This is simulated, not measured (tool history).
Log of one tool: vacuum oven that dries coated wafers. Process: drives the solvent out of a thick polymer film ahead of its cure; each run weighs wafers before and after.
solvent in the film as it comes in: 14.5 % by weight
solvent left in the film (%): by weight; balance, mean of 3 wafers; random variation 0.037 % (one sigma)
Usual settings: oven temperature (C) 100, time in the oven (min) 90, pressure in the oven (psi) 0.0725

{"run": 1, "day": 0.0, "oven temperature (C)": 100, "time in the oven (min)": 90, "pressure in the oven (psi)": 0.0725, "solvent left in the film (%)": 1.43}
{"run": 2, "day": 1.2, "oven temperature (C)": 100, "time in the oven (min)": 90, "pressure in the oven (psi)": 0.0725, "solvent left in the film (%)": 1.34}
{"run": 3, "day": 2.108, "oven temperature (C)": 100, "time in the oven (min)": 90, "pressure in the oven (psi)": 0.0725, "solvent left in the film (%)": 1.45}
{"run": 4, "day": 3.825, "oven temperature (C)": 100, "time in the oven (min)": 90, "pressure in the oven (psi)": 0.0725, "solvent left in the film (%)": 1.39}
{"run": 5, "day": 5.688, "oven temperature (C)": 100, "time in the oven (min)": 90, "pressure in the oven (psi)": 0.0725, "solvent left in the film (%)": 1.39}
{"run": 6, "day": 7.75, "oven temperature (C)": 100, "time in the oven (min)": 90, "pressure in the oven (psi)": 0.0725, "solvent left in the film (%)": 1.4}
{"run": 7, "day": 8.938, "oven temperature (C)": 100, "time in the oven (min)": 90, "pressure in the oven (psi)": 0.0725, "solvent left in the film (%)": 1.46}
{"run": 8, "day": 10.042, "oven temperature (C)": 100, "time in the oven (min)": 90, "pressure in the oven (psi)": 0.0725, "solvent left in the film (%)": 1.49}
{"run": 9, "day": 11.508, "oven temperature (C)": 100, "time in the oven (min)": 90, "pressure in the oven (psi)": 0.0725, "solvent left in the film (%)": 1.42}
{"run": 10, "day": 12.746, "oven temperature (C)": 100, "time in the oven (min)": 90, "pressure in the oven (psi)": 0.0725, "solvent left in the film (%)": 1.34}
{"run": 11, "day": 13.883, "oven temperature (C)": 100, "time in the oven (min)": 90, "pressure in the oven (psi)": 0.0725, "solvent left in the film (%)": 1.49}
{"run": 12, "day": 15.404, "oven temperature (C)": 100, "time in the oven (min)": 90, "pressure in the oven (psi)": 0.0725, "solvent left in the film (%)": 1.44}
{"run": 13, "day": 17.538, "oven temperature (C)": 100, "time in the oven (min)": 90, "pressure in the oven (psi)": 0.0725, "solvent left in the film (%)": 1.46}
{"run": 14, "day": 19.246, "oven temperature (C)": 100, "time in the oven (min)": 90, "pressure in the oven (psi)": 0.0725, "solvent left in the film (%)": 1.43}
{"run": 15, "day": 20.358, "oven temperature (C)": 100, "time in the oven (min)": 90, "pressure in the oven (psi)": 0.0725, "solvent left in the film (%)": 1.47}
{"run": 16, "day": 21.638, "oven temperature (C)": 100, "time in the oven (min)": 90, "pressure in the oven (psi)": 0.0725, "solvent left in the film (%)": 1.45}
{"run": 17, "day": 23.642, "oven temperature (C)": 87, "time in the oven (min)": 153, "pressure in the oven (psi)": 0.0725, "solvent left in the film (%)": 1.58}
{"run": 18, "day": 25.158, "oven temperature (C)": 90, "time in the oven (min)": 104, "pressure in the oven (psi)": 0.1775, "solvent left in the film (%)": 2.83}
{"run": 19, "day": 27.217, "oven temperature (C)": 89, "time in the oven (min)": 48, "pressure in the oven (psi)": 0.0725, "solvent left in the film (%)": 5.62}
{"run": 20, "day": 28.654, "oven temperature (C)": 89, "time in the oven (min)": 48, "pressure in the oven (psi)": 0.0725, "solvent left in the film (%)": 5.56}
{"run": 21, "day": 30.812, "oven temperature (C)": 112, "time in the oven (min)": 123, "pressure in the oven (psi)": 0.1743, "solvent left in the film (%)": 0.6}
{"run": 22, "day": 32.396, "oven temperature (C)": 110, "time in the oven (min)": 123, "pressure in the oven (psi)": 0.1743, "solvent left in the film (%)": 0.62}
{"run": 23, "day": 34.142, "oven temperature (C)": 90, "time in the oven (min)": 90, "pressure in the oven (psi)": 0.0725, "solvent left in the film (%)": 2.95}
{"run": 24, "day": 35.929, "oven temperature (C)": 90, "time in the oven (min)": 90, "pressure in the oven (psi)": 0.0725, "solvent left in the film (%)": 2.87}
{"run": 25, "day": 37.662, "oven temperature (C)": 89, "time in the oven (min)": 92, "pressure in the oven (psi)": 0.0725, "solvent left in the film (%)": 2.91}
{"run": 26, "day": 38.675, "oven temperature (C)": 112, "time in the oven (min)": 82, "pressure in the oven (psi)": 0.2405, "solvent left in the film (%)": 0.98}
{"run": 27, "day": 40.812, "oven temperature (C)": 88, "time in the oven (min)": 47, "pressure in the oven (psi)": 0.0519, "solvent left in the film (%)": 5.85}
{"run": 28, "day": 41.696, "oven temperature (C)": 98, "time in the oven (min)": 79, "pressure in the oven (psi)": 0.0725, "solvent left in the film (%)": 2.07}
{"run": 29, "day": 43.838, "oven temperature (C)": 98, "time in the oven (min)": 79, "pressure in the oven (psi)": 0.0725, "solvent left in the film (%)": 2.15}
{"run": 30, "day": 45.446, "oven temperature (C)": 98, "time in the oven (min)": 79, "pressure in the oven (psi)": 0.0725, "solvent left in the film (%)": 2.09}
{"run": 31, "day": 47.054, "oven temperature (C)": 98, "time in the oven (min)": 79, "pressure in the oven (psi)": 0.0725, "solvent left in the film (%)": 2.19}
{"run": 32, "day": 49.154, "oven temperature (C)": 109, "time in the oven (min)": 49, "pressure in the oven (psi)": 0.0725, "solvent left in the film (%)": 2.2}

Not shown: 2 entries that the log had between the listed runs. Between which runs, and how does the tool's hidden state differ before and after?
Between runs 20 and 21: oven's thermocouples calibrated (day 28.858)
  true wafer temperature over the reading, C: -0.07 -> -0.13; true pressure over the reading, kPa: 0.336 -> 0.342
  measured less the result without the state, solvent left in the film (%): +0.16 -> +0.1
Between runs 24 and 25: oven's thermocouples calibrated, once more (day 36.862)
  true wafer temperature over the reading, C: -0.19 -> -0.1; true pressure over the reading, kPa: 0.357 -> 0.362
  measured less the result without the state, solvent left in the film (%): +0.23 -> +0.22
